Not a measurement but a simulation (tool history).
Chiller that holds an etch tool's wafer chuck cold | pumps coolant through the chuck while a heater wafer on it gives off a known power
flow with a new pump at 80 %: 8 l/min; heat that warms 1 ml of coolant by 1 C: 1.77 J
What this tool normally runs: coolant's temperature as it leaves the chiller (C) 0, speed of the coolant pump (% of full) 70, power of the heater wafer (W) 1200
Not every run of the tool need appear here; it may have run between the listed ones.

| run | day | coolant's temperature as it leaves the chiller (C) | speed of the coolant pump (% of full) | power of the heater wafer (W) | chuck's temperature once it has settled (C) | how much warmer the coolant comes back (C) |
|---|---|---|---|---|---|---|
| 1 | 0 | 0 | 70 | 1200 | 10.5 | 5.78 |
| 2 | 1.575 | 0 | 70 | 1200 | 10.7 | 5.79 |
| 3 | 2.521 | 0 | 70 | 1200 | 10.5 | 5.88 |
| 4 | 3.717 | 0 | 70 | 1200 | 10.6 | 5.82 |
| 5 | 5.046 | 0 | 70 | 1200 | 10.5 | 5.84 |
| 6 | 6.1 | 9 | 70 | 1200 | 19.5 | 5.87 |
| 7 | 7.6 | 9 | 70 | 1200 | 19.6 | 5.88 |
| 8 | 9.188 | 9 | 70 | 1200 | 19.6 | 5.88 |
| 9 | 10.6 | 0 | 70 | 1200 | 10.4 | 6 |
| 10 | 12.017 | 8 | 70 | 1200 | 18.5 | 5.92 |
| 11 | 12.767 | 8 | 70 | 1200 | 18.6 | 5.94 |
| 12 | 13.546 | 0 | 70 | 1200 | 10.3 | 5.99 |
| 13 | 14.242 | 0 | 70 | 1200 | 10.4 | 6.03 |
| 14 | 15.383 | 0 | 70 | 1200 | 10.6 | 5.98 |
| 15 | 16.225 | 0 | 70 | 1200 | 10.4 | 5.97 |
| 16 | 17.054 | 0 | 70 | 1200 | 10.5 | 5.97 |
| 17 | 18.079 | 0 | 70 | 1200 | 10.6 | 5.99 |
| 18 | 18.967 | -5 | 87 | 1200 | 4 | 4.9 |
| 19 | 19.842 | -5 | 87 | 1200 | 4.1 | 4.91 |
| 20 | 21.092 | -5 | 87 | 1124 | 3.6 | 4.62 |
| 21 | 22.183 | -5 | 87 | 1124 | 3.4 | 4.63 |
| 22 | 23.862 | -5 | 87 | 1124 | 3.4 | 4.62 |
| 23 | 25.554 | -7 | 70 | 1567 | 6.7 | 7.93 |
| 24 | 26.338 | -7 | 70 | 1160 | 3.3 | 5.92 |
| 25 | 27.667 | -6 | 77 | 1735 | 8.3 | 7.94 |
| 26 | 28.829 | -6 | 77 | 1735 | 8.3 | 7.98 |
|  | 30.171 | gauge calibrated |
| 27 | 30.475 | -6 | 77 | 1735 | 8.2 | 7.69 |
| 28 | 31.275 | -6 | 77 | 992 | 2.2 | 4.37 |
| 29 | 32.908 | -6 | 77 | 992 | 2.1 | 4.46 |
| 30 | 34.283 | -6 | 77 | 992 | 2 | 4.37 |
| 31 | 35.688 | 0 | 81 | 806 | 6.2 | 3.45 |
| 32 | 37.138 | -1 | 62 | 1519 | 13.5 | 8.31 |
| 33 | 38.55 | -1 | 62 | 1519 | 13.6 | 8.37 |

Forecast each of these 3 alternatives for the next run:
| A | 39.483 | 0 | 69 | 1112 | ? | ? |
| B | 39.483 | -8 | 70 | 1200 | ? | ? |
| C | 39.483 | -1 | 85 | 779 | ? | ? |

| run | chuck's temperature once it has settled (C) | how much warmer the coolant comes back (C) |
|---|---|---|
| A | 9.9 | 5.48 |
| B | 2.6 | 5.87 |
| C | 5 | 3.27 |
What these runs would have given with no unlogged condition in the tool:
| run | chuck's temperature once it has settled (C) | how much warmer the coolant comes back (C) |
|---|---|---|
| A | 9.9 | 5.37 |
| B | 2.6 | 5.76 |
| C | 5 | 3.16 |

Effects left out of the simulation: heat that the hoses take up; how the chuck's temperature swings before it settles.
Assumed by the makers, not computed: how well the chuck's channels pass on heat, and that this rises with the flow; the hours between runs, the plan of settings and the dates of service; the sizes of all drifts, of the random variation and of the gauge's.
